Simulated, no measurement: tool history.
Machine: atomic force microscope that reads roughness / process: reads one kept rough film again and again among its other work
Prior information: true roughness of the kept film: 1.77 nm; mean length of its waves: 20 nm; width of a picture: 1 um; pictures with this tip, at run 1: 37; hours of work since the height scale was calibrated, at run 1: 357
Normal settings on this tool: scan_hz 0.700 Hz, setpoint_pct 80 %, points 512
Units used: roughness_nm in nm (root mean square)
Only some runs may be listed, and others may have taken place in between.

run	hour	scan_hz	setpoint_pct	points	pictures with this tip	hours of work since the height scale was calibrated	roughness_nm
1	0.0	0.700	80	512	37	357	1.316
2	8.6	0.700	81	512	59	364	1.222
# hour 11.8: new tip fitted
3	25.0	0.700	81	512	35	376	1.332
# hour 37.6: new tip fitted
4	44.0	0.700	80	694	17	391	1.431
5	52.5	0.700	80	694	39	397	1.321
# hour 62.7: new tip fitted
6	67.3	0.700	80	694	12	408	1.448
7	75.5	0.700	88	512	33	414	1.303
8	84.5	0.980	80	512	57	421	1.219
# hour 88.5: new tip fitted
9	100.4	0.980	80	512	31	433	1.327
# hour 113.7: new tip fitted
10	116.7	0.980	67	512	8	445	1.497
11	131.2	0.980	67	512	46	457	1.330
# hour 139.3: new tip fitted
12	144.4	0.980	67	512	13	466	1.458
13	162.0	0.980	67	512	60	480	1.277
# hour 164.6: new tip fitted
14	172.9	0.700	80	512	22	488	1.392
15	183.3	0.700	80	512	49	496	1.283
# hour 190.7: new tip fitted
16	201.6	0.700	80	512	28	510	1.384
17	209.5	0.579	57	512	49	516	1.367
# hour 215.9: new tip fitted
18	217.6	0.579	57	512	4	522	1.583
19	230.7	0.700	88	860	38	532	1.283
# hour 241.9: new tip fitted
20	244.9	2.547	88	301	8	542	1.105

Run 21, settings as shown, results not yet in. Your forecast:
21	256.9	2.777	90	470	39	552	?

Run 21 produced roughness_nm 0.955 nm (root mean square).
On a tool with no hidden condition, and with the same random variation, this run would have come out at roughness_nm 1.086 nm (root mean square).

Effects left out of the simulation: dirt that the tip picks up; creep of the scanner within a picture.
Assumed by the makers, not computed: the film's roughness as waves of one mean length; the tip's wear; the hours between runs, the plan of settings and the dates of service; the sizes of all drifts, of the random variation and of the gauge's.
